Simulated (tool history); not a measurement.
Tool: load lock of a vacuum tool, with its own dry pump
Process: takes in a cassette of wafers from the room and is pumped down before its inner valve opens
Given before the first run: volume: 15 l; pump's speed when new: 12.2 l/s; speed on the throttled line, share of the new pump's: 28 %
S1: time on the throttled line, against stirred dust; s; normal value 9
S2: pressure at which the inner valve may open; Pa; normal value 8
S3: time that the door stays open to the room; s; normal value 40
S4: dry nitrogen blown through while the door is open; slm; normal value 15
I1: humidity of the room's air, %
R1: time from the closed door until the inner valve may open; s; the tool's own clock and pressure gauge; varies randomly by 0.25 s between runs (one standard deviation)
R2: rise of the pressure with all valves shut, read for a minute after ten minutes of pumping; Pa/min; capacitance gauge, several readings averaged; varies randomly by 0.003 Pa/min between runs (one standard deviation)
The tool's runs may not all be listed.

| run | hour | S1 | S2 | S3 | S4 | I1 | R1 | R2 |
|---|---|---|---|---|---|---|---|---|
| 1 | 0.0 | 9 | 8 | 40 | 15 | 43.1 | 19.1 | 0.041 |
| 2 | 99.8 | 9 | 8 | 40 | 15 | 44.5 | 19.1 | 0.050 |
| 3 | 221.2 | 9 | 8 | 40 | 15 | 44.6 | 19.3 | 0.044 |
| 4 | 413.2 | 9 | 8 | 40 | 15 | 45.1 | 19.3 | 0.046 |
| 5 | 518.4 | 9 | 15 | 40 | 15 | 41.8 | 18.3 | 0.047 |
| 6 | 681.0 | 9 | 15 | 40 | 15 | 45.7 | 18.3 | 0.049 |
| 7 | 799.5 | 9 | 15 | 40 | 15 | 41.2 | 18.7 | 0.041 |
| 8 | 926.3 | 9 | 9 | 40 | 15 | 47.8 | 19.2 | 0.053 |
| 9 | 1006.6 | 9 | 9 | 40 | 15 | 42.4 | 19.2 | 0.048 |
| 10 | 1155.1 | 9 | 8 | 40 | 15 | 44.0 | 19.0 | 0.051 |
| 11 | 1331.1 | 9 | 8 | 40 | 15 | 45.6 | 19.6 | 0.052 |
| 12 | 1450.9 | 9 | 8 | 40 | 15 | 45.2 | 19.3 | 0.057 |
| 13 | 1549.2 | 9 | 8 | 40 | 15 | 45.8 | 19.1 | 0.051 |
| 14 | 1709.5 | 9 | 8 | 40 | 15 | 41.9 | 19.5 | 0.045 |
| 15 | 1828.3 | 9 | 8 | 40 | 15 | 46.1 | 19.4 | 0.048 |
| 16 | 1925.4 | 9 | 8 | 40 | 15 | 42.8 | 19.4 | 0.047 |
| 17 | 2053.0 | 9 | 8 | 40 | 15 | 45.6 | 19.3 | 0.047 |
| 18 | 2222.5 | 9 | 13 | 40 | 15 | 45.1 | 18.9 | 0.054 |
| 19 | 2360.0 | 9 | 8 | 43 | 15 | 41.8 | 19.7 | 0.050 |
| 20 | 2541.0 | 9 | 8 | 87 | 15 | 43.5 | 19.8 | 0.062 |
| 21 | 2701.5 | 8 | 8 | 130 | 15 | 43.9 | 18.8 | 0.064 |
| 22 | 2867.0 | 14 | 8 | 62 | 32 | 44.9 | 23.2 | 0.043 |
| 23 | 2969.2 | 14 | 8 | 45 | 18 | 49.2 | 22.8 | 0.046 |
| 24 | 3074.7 | 9 | 8 | 178 | 18 | 46.0 | 19.4 | 0.074 |
| 25 | 3184.4 | 6 | 10 | 74 | 15 | 42.2 | 17.6 | 0.064 |
| 26 | 3294.3 | 6 | 10 | 74 | 15 | 44.8 | 17.2 | 0.063 |
| 27 | 3463.4 | 13 | 8 | 27 | 15 | 49.2 | 22.6 | 0.056 |
| 28 | 3622.1 | 7 | 8 | 40 | 18 | 43.6 | 18.0 | 0.049 |
| 29 | 3810.0 | 7 | 8 | 40 | 18 | 43.4 | 18.5 | 0.052 |
| 30 | 3919.0 | 7 | 8 | 40 | 18 | 42.4 | 18.6 | 0.055 |
| 31 | 4021.7 | 11 | 9 | 40 | 5 | 44.4 | 21.0 | 0.078 |
| 32 | 4173.8 | 11 | 9 | 139 | 7 | 42.2 | 21.0 | 0.093 |
| 33 | 4302.9 | 11 | 6 | 139 | 7 | 44.8 | 21.8 | 0.103 |
| 34 | 4488.0 | 17 | 14 | 40 | 29 | 44.5 | 24.3 | 0.049 |
| 35 | 4586.4 | 5 | 8 | 40 | 15 | 42.4 | 17.4 | 0.060 |
| 36 | 4687.7 | 9 | 9 | 34 | 18 | 43.6 | 19.8 | 0.057 |
| 37 | 4826.8 | 9 | 9 | 34 | 18 | 39.2 | 19.8 | 0.053 |

Measured minus without-hidden-state, run by run (identical run-to-run variation in each term; gauge scatter may differ):
Hidden conditions of the tool in this case: pump's speed, % of a new pump's; leak at the door's seal, Pa l/s; drift of the gauge itself on ready_s, %; drift of the gauge itself on rise_pa_min, %.
| run | R1 | R2 |
|---|---|---|
| 1 | +1.0 | +0.011 |
| 2 | +1.0 | +0.011 |
| 3 | +1.1 | +0.012 |
| 4 | +1.1 | +0.012 |
| 5 | +1.0 | +0.013 |
| 6 | +1.0 | +0.013 |
| 7 | +1.0 | +0.013 |
| 8 | +1.1 | +0.014 |
| 9 | +1.1 | +0.014 |
| 10 | +1.2 | +0.015 |
| 11 | +1.2 | +0.015 |
| 12 | +1.2 | +0.015 |
| 13 | +1.3 | +0.016 |
| 14 | +1.2 | +0.016 |
| 15 | +1.3 | +0.016 |
| 16 | +1.3 | +0.017 |
| 17 | +1.3 | +0.018 |
| 18 | +1.2 | +0.018 |
| 19 | +1.3 | +0.018 |
| 20 | +1.4 | +0.019 |
| 21 | +1.5 | +0.019 |
| 22 | +1.3 | +0.020 |
| 23 | +1.2 | +0.020 |
| 24 | +1.4 | +0.021 |
| 25 | +1.6 | +0.021 |
| 26 | +1.7 | +0.022 |
| 27 | +1.4 | +0.022 |
| 28 | +1.7 | +0.023 |
| 29 | +1.8 | +0.024 |
| 30 | +1.8 | +0.024 |
| 31 | +1.5 | +0.024 |
| 32 | +1.6 | +0.025 |
| 33 | +1.6 | +0.025 |
| 34 | +1.1 | +0.026 |
| 35 | +1.9 | +0.027 |
| 36 | +1.7 | +0.027 |
| 37 | +1.8 | +0.028 |
